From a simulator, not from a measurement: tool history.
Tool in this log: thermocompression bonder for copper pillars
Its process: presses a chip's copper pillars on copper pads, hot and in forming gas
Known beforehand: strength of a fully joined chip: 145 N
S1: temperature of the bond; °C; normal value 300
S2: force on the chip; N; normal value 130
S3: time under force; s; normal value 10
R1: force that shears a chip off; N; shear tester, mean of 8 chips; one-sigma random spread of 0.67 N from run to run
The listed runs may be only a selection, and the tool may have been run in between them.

run 1 hour=0.0 | S1=300 S2=130 S3=10 | R1=90.8
run 2 hour=8.1 | S1=300 S2=130 S3=10 | R1=99.6
run 3 hour=20.8 | S1=315 S2=130 S3=10 | R1=110.5
run 4 hour=32.8 | S1=300 S2=130 S3=10 | R1=99.5
run 5 hour=49.2 | S1=300 S2=130 S3=10 | R1=98.2
run 6 hour=60.5 | S1=300 S2=130 S3=10 | R1=99.0
run 7 hour=68.8 | S1=292 S2=130 S3=10 | R1=90.9
run 8 hour=81.2 | S1=292 S2=130 S3=10 | R1=91.3
run 9 hour=93.8 | S1=292 S2=130 S3=10 | R1=91.7
run 10 hour=102.8 | S1=300 S2=130 S3=10 | R1=99.0
run 11 hour=112.9 | S1=300 S2=130 S3=10 | R1=97.9
run 12 hour=127.4 | S1=300 S2=130 S3=5 | R1=79.0
run 13 hour=134.7 | S1=300 S2=130 S3=10 | R1=97.5
run 14 hour=148.7 | S1=328 S2=130 S3=10 | R1=114.7
run 15 hour=160.6 | S1=314 S2=130 S3=10 | R1=106.9
run 16 hour=168.3 | S1=300 S2=130 S3=12 | R1=101.7
run 17 hour=179.3 | S1=300 S2=130 S3=12 | R1=100.7
run 18 hour=193.8 | S1=319 S2=130 S3=21 | R1=123.6
run 19 hour=201.7 | S1=279 S2=130 S3=26 | R1=103.9
run 20 hour=211.3 | S1=285 S2=130 S3=18 | R1=99.7
run 21 hour=227.4 | S1=292 S2=193 S3=18 | R1=116.2
run 22 hour=242.6 | S1=292 S2=193 S3=18 | R1=116.2
run 23 hour=253.7 | S1=319 S2=130 S3=19 | R1=119.4
run 24 hour=262.1 | S1=283 S2=130 S3=10 | R1=82.6
run 25 hour=277.3 | S1=285 S2=130 S3=27 | R1=108.5
run 26 hour=294.0 | S1=282 S2=130 S3=10 | R1=81.8
run 27 hour=305.2 | S1=279 S2=164 S3=10 | R1=86.0
run 28 hour=316.0 | S1=279 S2=164 S3=10 | R1=86.8
run 29 hour=329.7 | S1=279 S2=164 S3=10 | R1=86.2
run 30 hour=338.3 | S1=293 S2=130 S3=22 | R1=107.1

Removed from this log: 1 entry logged between the listed runs. Between which two listed runs does each belong, and how does the tool's hidden state at the listed run before it compare with that at the listed run after it?
After run 1, before run 2: forming gas filter changed (hour 1.8)
  true temperature of the bond over the reading, C: 4.6 -> 4.7; force that reaches the chip, % of what is set: 96 -> 95.9; oxide that the forming gas leaves, % of the face: 8.85 -> 0.81
  difference, measured minus the result without the unlogged condition, R1: -6.2 -> +1.9 N

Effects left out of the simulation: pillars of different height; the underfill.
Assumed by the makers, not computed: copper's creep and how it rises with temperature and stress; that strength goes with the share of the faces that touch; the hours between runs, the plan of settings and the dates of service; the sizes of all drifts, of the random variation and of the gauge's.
